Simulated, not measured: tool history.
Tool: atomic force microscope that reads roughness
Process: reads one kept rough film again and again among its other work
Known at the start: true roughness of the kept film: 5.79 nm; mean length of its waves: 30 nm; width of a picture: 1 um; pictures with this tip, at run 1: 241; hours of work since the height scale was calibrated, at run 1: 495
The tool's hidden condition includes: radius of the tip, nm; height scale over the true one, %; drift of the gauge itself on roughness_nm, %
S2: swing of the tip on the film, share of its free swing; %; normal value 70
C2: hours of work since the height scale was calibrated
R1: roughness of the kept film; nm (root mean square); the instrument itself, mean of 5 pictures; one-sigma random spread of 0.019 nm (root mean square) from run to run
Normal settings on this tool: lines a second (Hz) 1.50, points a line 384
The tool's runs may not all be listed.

Run 1, hour 0.0: usual settings; pictures with this tip 241; C2 495. Result: R1 3.519 nm (root mean square).
Run 2, hour 14.2: usual settings; pictures with this tip 257; C2 505. Result: R1 3.495 nm (root mean square).
Run 3, hour 30.0: usual settings; pictures with this tip 274; C2 515. Result: R1 3.454 nm (root mean square).
At hour 40.6: new tip fitted.
Run 4, hour 41.4: usual settings; pictures with this tip 1; C2 522. Result: R1 4.570 nm (root mean square).
Run 5, hour 59.5: usual settings; pictures with this tip 21; C2 534. Result: R1 4.495 nm (root mean square).
Run 6, hour 74.8: usual settings but S2 73 %; pictures with this tip 38; C2 545. Result: R1 4.398 nm (root mean square).
At hour 77.2: height scale calibrated on a step standard.
Run 7, hour 85.0: usual settings but lines a second (Hz) 1.53, S2 84 %, points a line 559; pictures with this tip 48; C2 5. Result: R1 4.157 nm (root mean square).
Run 8, hour 101.1: usual settings but lines a second (Hz) 1.06, S2 82 %, points a line 257; pictures with this tip 65; C2 16. Result: R1 4.189 nm (root mean square).
Run 9, hour 114.8: usual settings but lines a second (Hz) 1.70, S2 71 %, points a line 325; pictures with this tip 80; C2 25. Result: R1 4.193 nm (root mean square).
At hour 122.5: height scale calibrated on a step standard, once more.
Run 10, hour 124.8: usual settings but lines a second (Hz) 2.40; pictures with this tip 90; C2 2. Result: R1 4.019 nm (root mean square).
Run 11, hour 141.9: usual settings but S2 85 %; pictures with this tip 109; C2 13. Result: R1 3.875 nm (root mean square).
Run 12, hour 152.0: usual settings but S2 85 %; pictures with this tip 120; C2 20. Result: R1 3.790 nm (root mean square).

Each run again, without the hidden state but with its own random variation kept:
run     R1
  1  4.606
  2  4.632
  3  4.643
  4  4.599
  5  4.625
  6  4.614
  7  4.390
  8  4.499
  9  4.570
 10  4.473
 11  4.387
 12  4.339

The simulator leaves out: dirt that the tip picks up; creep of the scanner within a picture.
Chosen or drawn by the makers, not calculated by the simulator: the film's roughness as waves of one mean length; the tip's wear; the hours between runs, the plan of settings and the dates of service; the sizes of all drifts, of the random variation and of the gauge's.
